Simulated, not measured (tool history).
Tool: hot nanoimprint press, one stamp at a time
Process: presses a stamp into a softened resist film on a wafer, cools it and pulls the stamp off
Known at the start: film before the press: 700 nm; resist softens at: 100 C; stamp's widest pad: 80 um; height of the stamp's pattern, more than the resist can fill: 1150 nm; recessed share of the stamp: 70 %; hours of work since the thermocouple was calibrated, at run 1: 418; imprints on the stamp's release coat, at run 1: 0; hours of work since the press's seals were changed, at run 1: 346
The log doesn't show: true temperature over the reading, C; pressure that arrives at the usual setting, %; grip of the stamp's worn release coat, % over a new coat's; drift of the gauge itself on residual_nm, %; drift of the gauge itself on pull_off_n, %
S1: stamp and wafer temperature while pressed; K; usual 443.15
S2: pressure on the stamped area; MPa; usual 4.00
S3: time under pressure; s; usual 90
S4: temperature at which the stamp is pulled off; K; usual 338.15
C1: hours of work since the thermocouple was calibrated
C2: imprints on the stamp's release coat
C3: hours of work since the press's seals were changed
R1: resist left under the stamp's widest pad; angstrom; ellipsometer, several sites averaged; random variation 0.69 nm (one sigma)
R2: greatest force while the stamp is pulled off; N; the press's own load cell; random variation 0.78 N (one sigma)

run    hour      S1    S2   S3      S4   C1   C2   C3    R1     R2
  1     0.0  443.15  4.00   90  338.15  418    0  346  2507  158.3
  2    35.4  443.15  4.00   90  338.15  440   75  367  2505  159.0
  3    84.5  435.15  4.00   90  338.15  469  178  397  3554  162.7
  4   116.2  435.15  4.00   90  338.15  489  245  416  3552  164.3
      152.1  -- plate thermocouple calibrated
  5   155.0  439.15  4.00   90  338.15    2  320  438  2928  165.5
  6   205.4  439.15  4.00   90  338.15   32  426  468  2938  165.9
      250.0  -- stamp cleaned and given a new release coat
  7   262.4  439.15  4.00   90  338.15   63   26  499  2934  156.0
  8   319.9  439.15  4.00   90  338.15   98  146  534  2925  159.4
      332.8  -- plate thermocouple calibrated, once more
  9   362.1  443.15  4.00   46  338.15   18  229  557  3190  166.6
 10   404.0  443.15  2.59   90  338.15   43  317  583  3290  168.4
 11   459.1  443.15  4.26   90  338.15   76  433  616  2474  170.9
      500.3  -- stamp cleaned and given a new release coat
 12   518.3  441.15  4.00   90  338.15  109   37  648  2779  160.2
 13   561.3  441.15  4.00   90  338.15  135  128  674  2777  161.6
 14   585.4  443.15  4.00   90  338.15  149  178  689  2546  163.7
 15   612.8  443.15  4.00   61  338.15  166  236  706  2892  164.9
 16   661.5  435.15  3.65   95  338.15  195  338  735  3750  165.9
 17   684.8  432.15  3.12   90  338.15  209  387  749  4611  169.1
 18   738.8  438.15  4.77   97  338.15  242  501  782  2776  169.7
      747.4  -- stamp cleaned and given a new release coat
      786.4  -- press's hydraulic seals changed and the load cell set to zero
 19   806.3  443.15  4.00   47  339.15  275  107   12  3080  155.8
 20   831.1  443.15  3.82   76  342.15  290  159   27  2709  143.7
 21   865.3  450.15  4.00  158  338.15  310  231   48  1520  161.7
 22   904.6  450.15  4.00  158  338.15  334  314   72  1508  164.6
 23   934.0  443.15  6.00   66  334.15  352  375   89  2152  186.1
 24   968.5  443.15  6.00   66  334.15  373  448  110  2145  187.4
     1002.6  -- stamp cleaned and given a new release coat
 25  1012.4  443.15  6.00   66  334.15  396   20  133  2142  176.9
 26  1045.1  452.15  4.00  101  338.15  415   89  153  1619  160.9
 27  1083.5  447.15  4.00  116  337.15  439  170  176  1906  165.3
 28  1137.0  439.15  2.97   90  338.15  471  282  209  3482  164.1
 29  1162.6  439.15  2.97   90  338.15  487  336  224  3472  165.9

5 ways to go on from here, each from the tool as it stands after run 29. What would each give?
  A  1193.1  454.15  2.88  151  338.15  505  400  243   ?   ?
  B  1193.1  439.15  2.97  165  338.15  505  400  243   ?   ?
  C  1193.1  443.15  3.55   90  338.15  505  400  243   ?   ?
  D  1193.1  443.15  4.00  106  339.15  505  400  243   ?   ?
  E  1193.1  443.15  4.00   90  342.15  505  400  243   ?   ?

run    R1     R2
  A  1602  166.5
  B  2867  166.3
  C  2644  167.0
  D  2316  162.2
  E  2453  147.0
Without the tool's hidden state the same runs would have given:
run    R1     R2
  A  1669  162.0
  B  3005  161.8
  C  2766  162.5
  D  2424  158.0
  E  2567  143.7
